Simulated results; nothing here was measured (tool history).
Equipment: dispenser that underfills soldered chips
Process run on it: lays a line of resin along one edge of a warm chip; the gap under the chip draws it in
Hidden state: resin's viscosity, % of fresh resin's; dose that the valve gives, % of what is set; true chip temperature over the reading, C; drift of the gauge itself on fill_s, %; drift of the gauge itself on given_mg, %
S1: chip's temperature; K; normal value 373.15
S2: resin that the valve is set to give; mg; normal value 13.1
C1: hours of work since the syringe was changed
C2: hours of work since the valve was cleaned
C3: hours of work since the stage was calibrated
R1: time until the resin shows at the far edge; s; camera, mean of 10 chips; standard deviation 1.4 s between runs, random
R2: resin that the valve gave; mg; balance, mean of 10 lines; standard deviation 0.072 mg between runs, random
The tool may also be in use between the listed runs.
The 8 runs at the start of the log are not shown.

| run | hour | S1 | S2 | C1 | C2 | C3 | R1 | R2 |
|---|---|---|---|---|---|---|---|---|
|  | 60.2 | new syringe of resin |
| 9 | 62.6 | 373.15 | 13.1 | 2 | 97 | 244 | 152.9 | 11.93 |
|  | 71.4 | new syringe of resin |
| 10 | 72.0 | 373.15 | 15.5 | 0 | 103 | 250 | 140.6 | 14.35 |
| 11 | 81.2 | 373.15 | 14.6 | 7 | 110 | 257 | 211.3 | 13.44 |
|  | 82.3 | new syringe of resin |
|  | 93.2 | new syringe of resin |
| 12 | 93.5 | 373.15 | 14.8 | 0 | 119 | 266 | 139.6 | 13.56 |
|  | 101.0 | dispensing valve cleaned and set on the balance |
|  | 105.2 | new syringe of resin |
| 13 | 106.8 | 373.15 | 14.8 | 1 | 4 | 275 | 148.9 | 14.72 |
| 14 | 114.7 | 373.15 | 14.8 | 7 | 10 | 281 | 204.9 | 14.52 |
|  | 116.1 | new syringe of resin |
| 15 | 122.2 | 373.15 | 14.8 | 5 | 15 | 286 | 174.6 | 14.68 |
|  | 126.7 | new syringe of resin |
| 16 | 131.2 | 373.15 | 14.8 | 3 | 22 | 292 | 161.5 | 14.66 |
|  | 137.8 | new syringe of resin |
| 17 | 138.0 | 373.15 | 14.8 | 0 | 27 | 297 | 139.8 | 14.46 |

Estimate the outcome of run 18 from the log above:
| 18 | 145.3 | 373.15 | 16.2 | 6 | 32 | 303 | ? | ? |

R1: 189.4 s
R2: 15.72 mg
Without the tool's hidden state the same run would have given R1 133.8 s, R2 16.15 mg.
